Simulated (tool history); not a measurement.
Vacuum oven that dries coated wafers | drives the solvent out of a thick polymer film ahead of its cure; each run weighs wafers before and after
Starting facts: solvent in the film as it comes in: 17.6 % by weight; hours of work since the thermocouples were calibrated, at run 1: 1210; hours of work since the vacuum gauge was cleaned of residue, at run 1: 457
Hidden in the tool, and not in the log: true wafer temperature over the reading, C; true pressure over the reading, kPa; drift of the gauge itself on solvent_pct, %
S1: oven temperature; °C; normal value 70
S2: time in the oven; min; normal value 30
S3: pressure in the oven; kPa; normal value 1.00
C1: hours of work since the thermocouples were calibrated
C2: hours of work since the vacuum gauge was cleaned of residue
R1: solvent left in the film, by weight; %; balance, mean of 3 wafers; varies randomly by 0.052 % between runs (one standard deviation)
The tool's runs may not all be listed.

{"run": 1, "hour": 0.0, "S1": 70, "S2": 30, "S3": 1.0, "C1": 1210, "C2": 457, "R1": 1.5}
{"run": 2, "hour": 54.1, "S1": 70, "S2": 30, "S3": 1.0, "C1": 1233, "C2": 480, "R1": 1.51}
{"hour": 62.5, "done": "oven's thermocouples calibrated"}
{"run": 3, "hour": 91.0, "S1": 70, "S2": 37, "S3": 1.0, "C1": 12, "C2": 494, "R1": 0.95}
{"run": 4, "hour": 170.0, "S1": 70, "S2": 37, "S3": 1.0, "C1": 45, "C2": 527, "R1": 0.89}
{"run": 5, "hour": 237.4, "S1": 70, "S2": 38, "S3": 1.0, "C1": 73, "C2": 555, "R1": 0.89}
{"run": 6, "hour": 280.6, "S1": 70, "S2": 30, "S3": 1.0, "C1": 91, "C2": 573, "R1": 1.25}
{"run": 7, "hour": 361.9, "S1": 70, "S2": 30, "S3": 1.0, "C1": 124, "C2": 606, "R1": 1.26}
{"run": 8, "hour": 440.7, "S1": 70, "S2": 30, "S3": 1.0, "C1": 157, "C2": 639, "R1": 1.34}
{"run": 9, "hour": 492.7, "S1": 70, "S2": 30, "S3": 1.0, "C1": 179, "C2": 661, "R1": 1.29}
{"run": 10, "hour": 536.1, "S1": 70, "S2": 30, "S3": 1.0, "C1": 197, "C2": 679, "R1": 1.28}
{"run": 11, "hour": 580.7, "S1": 70, "S2": 30, "S3": 1.0, "C1": 215, "C2": 697, "R1": 1.32}
{"run": 12, "hour": 645.5, "S1": 70, "S2": 30, "S3": 1.0, "C1": 242, "C2": 724, "R1": 1.38}
{"run": 13, "hour": 693.2, "S1": 70, "S2": 30, "S3": 1.0, "C1": 262, "C2": 744, "R1": 1.23}
{"run": 14, "hour": 736.2, "S1": 79, "S2": 30, "S3": 1.0, "C1": 280, "C2": 762, "R1": 0.47}
{"run": 15, "hour": 819.8, "S1": 79, "S2": 30, "S3": 1.0, "C1": 314, "C2": 797, "R1": 0.47}
{"run": 16, "hour": 903.9, "S1": 70, "S2": 30, "S3": 3.88, "C1": 349, "C2": 831, "R1": 2.89}
{"run": 17, "hour": 968.2, "S1": 70, "S2": 30, "S3": 3.88, "C1": 376, "C2": 858, "R1": 2.77}
{"run": 18, "hour": 1042.9, "S1": 70, "S2": 30, "S3": 1.0, "C1": 407, "C2": 889, "R1": 1.4}
{"run": 19, "hour": 1126.3, "S1": 67, "S2": 30, "S3": 1.0, "C1": 441, "C2": 924, "R1": 1.92}
{"run": 20, "hour": 1171.4, "S1": 67, "S2": 30, "S3": 1.0, "C1": 460, "C2": 942, "R1": 2.17}
{"run": 21, "hour": 1225.9, "S1": 67, "S2": 30, "S3": 1.0, "C1": 483, "C2": 965, "R1": 2.15}
{"run": 22, "hour": 1310.4, "S1": 67, "S2": 30, "S3": 1.0, "C1": 518, "C2": 1000, "R1": 2.04}
{"run": 23, "hour": 1359.8, "S1": 70, "S2": 30, "S3": 1.0, "C1": 538, "C2": 1021, "R1": 1.47}
{"run": 24, "hour": 1411.9, "S1": 85, "S2": 31, "S3": 0.8, "C1": 560, "C2": 1042, "R1": 0.22}
{"run": 25, "hour": 1472.8, "S1": 85, "S2": 31, "S3": 0.8, "C1": 585, "C2": 1068, "R1": 0.34}
{"run": 26, "hour": 1551.5, "S1": 66, "S2": 31, "S3": 0.51, "C1": 618, "C2": 1100, "R1": 2.07}
{"run": 27, "hour": 1628.4, "S1": 71, "S2": 30, "S3": 1.0, "C1": 650, "C2": 1132, "R1": 1.26}
{"run": 28, "hour": 1667.2, "S1": 71, "S2": 30, "S3": 1.0, "C1": 666, "C2": 1148, "R1": 1.28}
{"run": 29, "hour": 1702.4, "S1": 71, "S2": 30, "S3": 1.0, "C1": 681, "C2": 1163, "R1": 1.29}
{"run": 30, "hour": 1780.7, "S1": 78, "S2": 34, "S3": 2.41, "C1": 713, "C2": 1195, "R1": 1.06}
{"run": 31, "hour": 1834.2, "S1": 70, "S2": 26, "S3": 0.78, "C1": 735, "C2": 1218, "R1": 1.71}
{"run": 32, "hour": 1874.1, "S1": 74, "S2": 49, "S3": 3.62, "C1": 752, "C2": 1234, "R1": 1.78}
{"run": 33, "hour": 1920.4, "S1": 74, "S2": 49, "S3": 3.62, "C1": 771, "C2": 1253, "R1": 1.77}
{"run": 34, "hour": 1976.5, "S1": 77, "S2": 19, "S3": 0.9, "C1": 794, "C2": 1277, "R1": 1.23}
{"run": 35, "hour": 2053.1, "S1": 56, "S2": 20, "S3": 0.96, "C1": 826, "C2": 1308, "R1": 8.55}
{"run": 36, "hour": 2095.5, "S1": 70, "S2": 30, "S3": 1.0, "C1": 844, "C2": 1326, "R1": 1.51}
{"run": 37, "hour": 2132.5, "S1": 70, "S2": 30, "S3": 2.56, "C1": 859, "C2": 1341, "R1": 2.44}
{"run": 38, "hour": 2168.5, "S1": 62, "S2": 43, "S3": 2.56, "C1": 874, "C2": 1356, "R1": 3.65}
{"run": 39, "hour": 2247.2, "S1": 84, "S2": 43, "S3": 2.56, "C1": 907, "C2": 1389, "R1": 0.84}
{"run": 40, "hour": 2287.6, "S1": 84, "S2": 43, "S3": 2.56, "C1": 923, "C2": 1406, "R1": 0.9}
{"run": 41, "hour": 2343.1, "S1": 70, "S2": 30, "S3": 0.62, "C1": 946, "C2": 1429, "R1": 1.46}
{"run": 42, "hour": 2391.8, "S1": 59, "S2": 16, "S3": 0.9, "C1": 967, "C2": 1449, "R1": 8.27}
{"run": 43, "hour": 2442.4, "S1": 83, "S2": 16, "S3": 1.0, "C1": 988, "C2": 1470, "R1": 0.78}
{"run": 44, "hour": 2514.6, "S1": 77, "S2": 30, "S3": 1.0, "C1": 1018, "C2": 1500, "R1": 0.56}
{"run": 45, "hour": 2569.9, "S1": 62, "S2": 30, "S3": 1.0, "C1": 1041, "C2": 1523, "R1": 4.18}
{"run": 46, "hour": 2618.8, "S1": 59, "S2": 46, "S3": 1.0, "C1": 1061, "C2": 1543, "R1": 3.39}

Branching from run 46: 4 alternative next runs. What would each branch give?
{"run": "A", "hour": 2684.0, "S1": 70, "S2": 17, "S3": 1.0, "C1": 1088, "C2": 1570, "R1": "?"}
{"run": "B", "hour": 2684.0, "S1": 59, "S2": 24, "S3": 1.0, "C1": 1088, "C2": 1570, "R1": "?"}
{"run": "C", "hour": 2684.0, "S1": 59, "S2": 23, "S3": 1.76, "C1": 1088, "C2": 1570, "R1": "?"}
{"run": "D", "hour": 2684.0, "S1": 69, "S2": 32, "S3": 0.79, "C1": 1088, "C2": 1570, "R1": "?"}

run=A R1=3.74
run=B R1=6.71
run=C R1=7.35
run=D R1=1.56
Without the tool's hidden state the same runs would have given:
run=A R1=3.23
run=B R1=6.07
run=C R1=6.71
run=D R1=1.18
